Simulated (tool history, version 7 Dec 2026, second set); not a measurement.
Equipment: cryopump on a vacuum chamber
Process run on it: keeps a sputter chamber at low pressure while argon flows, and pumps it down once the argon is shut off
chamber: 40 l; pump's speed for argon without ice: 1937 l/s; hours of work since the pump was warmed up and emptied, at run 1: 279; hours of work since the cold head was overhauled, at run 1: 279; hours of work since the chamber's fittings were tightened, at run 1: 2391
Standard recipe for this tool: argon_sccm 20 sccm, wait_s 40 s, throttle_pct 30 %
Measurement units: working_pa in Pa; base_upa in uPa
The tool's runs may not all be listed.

run	hour	argon_sccm	wait_s	throttle_pct	hours of work since the pump was warmed up and emptied	hours of work since the cold head was overhauled	hours of work since the chamber's fittings were tightened	working_pa	base_upa
1	0	20	40	30	279	279	2391	0.0598	2
2	13.2	20	40	30	286	286	2398	0.0597	2.07
3	23.6	20	40	30	291	291	2403	0.0597	2.08
4	36.6	20	40	30	297	297	2409	0.0588	2.08
5	47.2	20	40	17	302	302	2414	0.1042	1.99
6	62.6	20	40	17	310	310	2422	0.104	2.09
7	70.6	20	40	17	314	314	2426	0.1033	2.07
8	85.7	20	40	17	321	321	2433	0.1032	2.08
9	97.2	20	40	17	327	327	2438	0.1044	2.1
10	104	20	40	17	330	330	2442	0.1043	2.03
11	117.5	20	40	17	336	336	2448	0.1046	2.08
12	127.5	20	40	17	341	341	2453	0.1044	2.08
13	137.2	20	37	30	346	346	2458	0.0603	2.15
14	144	20	40	23	349	349	2461	0.0778	2.11
15	156.5	20	40	23	355	355	2467	0.0775	2.09
16	163.4	20	40	30	359	359	2470	0.0595	2.14
17	178.4	20	40	50	366	366	2478	0.0364	2.12
18	186.4	18	96	20	370	370	2482	0.0801	1.84
19	199.8	27	40	30	376	376	2488	0.0823	2.14
20	211.6	27	40	30	382	382	2494	0.0814	2.1
21	217.9	27	40	30	385	385	2497	0.0813	2.11
22	231.9	18	40	30	392	392	2504	0.0533	2.08
23	245.8	37	72	30	398	398	2510	0.1127	2.01
24	260.1	37	72	30	405	405	2517	0.1104	1.95
25	275	10	24	39	413	413	2524	0.0235	2.46
26	287.3	22	64	16	419	419	2530	0.1225	2.01
27	298	22	64	16	424	424	2536	0.1238	1.96
28	310.3	20	24	15	430	430	2542	0.1193	2.44
29	316.7	27	40	29	433	433	2545	0.0841	2.14
30	326	13	40	31	437	437	2549	0.038	2.25
31	337.1	8	40	15	443	443	2555	0.0476	2.19
32	349.1	8	72	17	448	448	2560	0.0422	1.97
33	355.9	13	132	17	452	452	2564	0.0683	1.9
34	363.6	13	132	17	455	455	2567	0.0669	1.9

For some of the steps in working_pa from one run to the next: how much would appear even if the tool had no hidden state, given the settings, what came in and random variation, and how much remains for the hidden state plus any gauge scatter that the measured result and the result without hidden state don't share?
Hidden state at play: pump's speed, % of a pump's without ice; cold plate's temperature, K; leak into the chamber, uPa l/s; drift of the gauge itself on working_pa, %; drift of the gauge itself on base_upa, %.
Run 22 -> 23: argon_sccm 18 -> 37, wait_s 40 -> 72. working_pa +0.0594 Pa: hidden state +0.0021, all else +0.0573.
Run 24 -> 25: argon_sccm 37 -> 10, wait_s 72 -> 24, throttle_pct 30 -> 39. working_pa -0.0869 Pa: hidden state -0.003, all else -0.0839.
Run 25 -> 26: argon_sccm 10 -> 22, wait_s 24 -> 64, throttle_pct 39 -> 16. working_pa +0.099 Pa: hidden state +0.0014, all else +0.0976.
Run 29 -> 30: argon_sccm 27 -> 13, throttle_pct 29 -> 31. working_pa -0.0461 Pa: hidden state -0.0016, all else -0.0445.
